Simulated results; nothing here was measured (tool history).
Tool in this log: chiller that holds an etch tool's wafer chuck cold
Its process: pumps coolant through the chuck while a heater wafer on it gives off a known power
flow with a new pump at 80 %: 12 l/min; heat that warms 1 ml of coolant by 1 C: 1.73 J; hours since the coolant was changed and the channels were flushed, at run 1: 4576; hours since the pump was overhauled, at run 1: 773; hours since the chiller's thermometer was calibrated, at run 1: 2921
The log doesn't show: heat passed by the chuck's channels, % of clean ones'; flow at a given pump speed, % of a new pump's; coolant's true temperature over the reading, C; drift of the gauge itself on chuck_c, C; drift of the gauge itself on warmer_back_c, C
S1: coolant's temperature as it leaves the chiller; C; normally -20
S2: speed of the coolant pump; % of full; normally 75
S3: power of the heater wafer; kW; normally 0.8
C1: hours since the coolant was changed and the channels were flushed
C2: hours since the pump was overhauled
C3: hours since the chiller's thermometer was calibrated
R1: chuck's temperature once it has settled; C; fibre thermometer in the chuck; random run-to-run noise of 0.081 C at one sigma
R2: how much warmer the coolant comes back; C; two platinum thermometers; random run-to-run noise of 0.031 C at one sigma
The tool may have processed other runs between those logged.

| run | hour | S1 | S2 | S3 | C1 | C2 | C3 | R1 | R2 |
|---|---|---|---|---|---|---|---|---|---|
| 1 | 0 | -20 | 75 | 0.8 | 4576 | 773 | 2921 | -14.58 | 2.46 |
| 2 | 48.2 | -20 | 75 | 0.8 | 4624 | 821 | 2969 | -14.45 | 2.47 |
| 3 | 91.4 | -20 | 75 | 0.584 | 4667 | 864 | 3012 | -16.06 | 1.81 |
| 4 | 122.2 | -20 | 72 | 0.8 | 4698 | 895 | 3043 | -14.34 | 2.57 |
| 5 | 162 | -20 | 72 | 0.8 | 4738 | 935 | 3083 | -14.4 | 2.52 |
| 6 | 198.5 | -23 | 75 | 0.8 | 4774 | 971 | 3119 | -17.45 | 2.49 |
| 7 | 244.4 | -21 | 75 | 0.8 | 4820 | 1017 | 3165 | -15.6 | 2.49 |
| 8 | 274.9 | -20 | 75 | 0.8 | 4851 | 1048 | 3196 | -14.52 | 2.45 |
| 9 | 313.6 | -20 | 75 | 0.8 | 4889 | 1086 | 3235 | -14.43 | 2.5 |
| 10 | 358.6 | -20 | 96 | 0.8 | 4935 | 1131 | 3280 | -15.33 | 1.91 |
| 11 | 410 | -27 | 75 | 0.8 | 4986 | 1183 | 3331 | -21.42 | 2.53 |
| 12 | 459.6 | -15 | 75 | 0.8 | 5035 | 1232 | 3381 | -9.45 | 2.48 |
| 13 | 492.1 | -20 | 75 | 0.8 | 5068 | 1265 | 3413 | -14.55 | 2.43 |
| 14 | 527.8 | -20 | 75 | 0.8 | 5104 | 1300 | 3449 | -14.58 | 2.49 |
| 15 | 556.5 | -20 | 75 | 0.8 | 5132 | 1329 | 3477 | -14.52 | 2.44 |
| 16 | 589.4 | -20 | 75 | 0.8 | 5165 | 1362 | 3510 | -14.52 | 2.53 |
| 17 | 612.5 | -20 | 75 | 0.8 | 5188 | 1385 | 3534 | -14.43 | 2.51 |
| 18 | 638.9 | -25 | 83 | 0.562 | 5215 | 1412 | 3560 | -21.37 | 1.54 |
| 19 | 677.6 | -20 | 64 | 0.863 | 5253 | 1450 | 3599 | -13.3 | 3.13 |
| 20 | 714.4 | -20 | 64 | 0.863 | 5290 | 1487 | 3635 | -13.29 | 3.13 |
| 21 | 758.6 | -20 | 64 | 0.863 | 5335 | 1531 | 3680 | -13.3 | 3.18 |
| 22 | 798.8 | -20 | 64 | 0.863 | 5375 | 1572 | 3720 | -13.32 | 3.12 |
| 23 | 840.5 | -20 | 64 | 0.863 | 5416 | 1613 | 3762 | -13.31 | 3.12 |
| 24 | 888.3 | -20 | 64 | 0.452 | 5464 | 1661 | 3809 | -16.6 | 1.63 |
| 25 | 910 | -20 | 64 | 0.452 | 5486 | 1683 | 3831 | -16.35 | 1.64 |
| 26 | 945.6 | -18 | 64 | 0.452 | 5521 | 1718 | 3867 | -14.49 | 1.59 |
| 27 | 981.1 | -20 | 78 | 0.519 | 5557 | 1754 | 3902 | -16.71 | 1.6 |
| 28 | 1012.5 | -20 | 99 | 0.471 | 5588 | 1785 | 3934 | -17.43 | 1.07 |
| 29 | 1057.2 | -12 | 99 | 0.619 | 5633 | 1830 | 3978 | -8.49 | 1.45 |
| 30 | 1100.8 | -20 | 77 | 0.518 | 5677 | 1873 | 4022 | -16.49 | 1.57 |
| 31 | 1145.9 | -20 | 77 | 0.518 | 5722 | 1919 | 4067 | -16.59 | 1.54 |
| 32 | 1172.4 | -20 | 86 | 0.487 | 5748 | 1945 | 4093 | -16.91 | 1.37 |

Forecast each of these 3 alternatives for the next run:
| A | 1200.2 | -20 | 86 | 0.765 | 5776 | 1973 | 4121 | ? | ? |
| B | 1200.2 | -13 | 89 | 0.69 | 5776 | 1973 | 4121 | ? | ? |
| C | 1200.2 | -20 | 86 | 0.962 | 5776 | 1973 | 4121 | ? | ? |

| run | R1 | R2 |
|---|---|---|
| A | -15.15 | 2.04 |
| B | -8.78 | 1.84 |
| C | -13.99 | 2.57 |
Take away the tool's hidden state, keep each run's random variation, and the runs would have read:
| run | R1 | R2 |
|---|---|---|
| A | -15.15 | 2.04 |
| B | -8.79 | 1.84 |
| C | -14 | 2.57 |
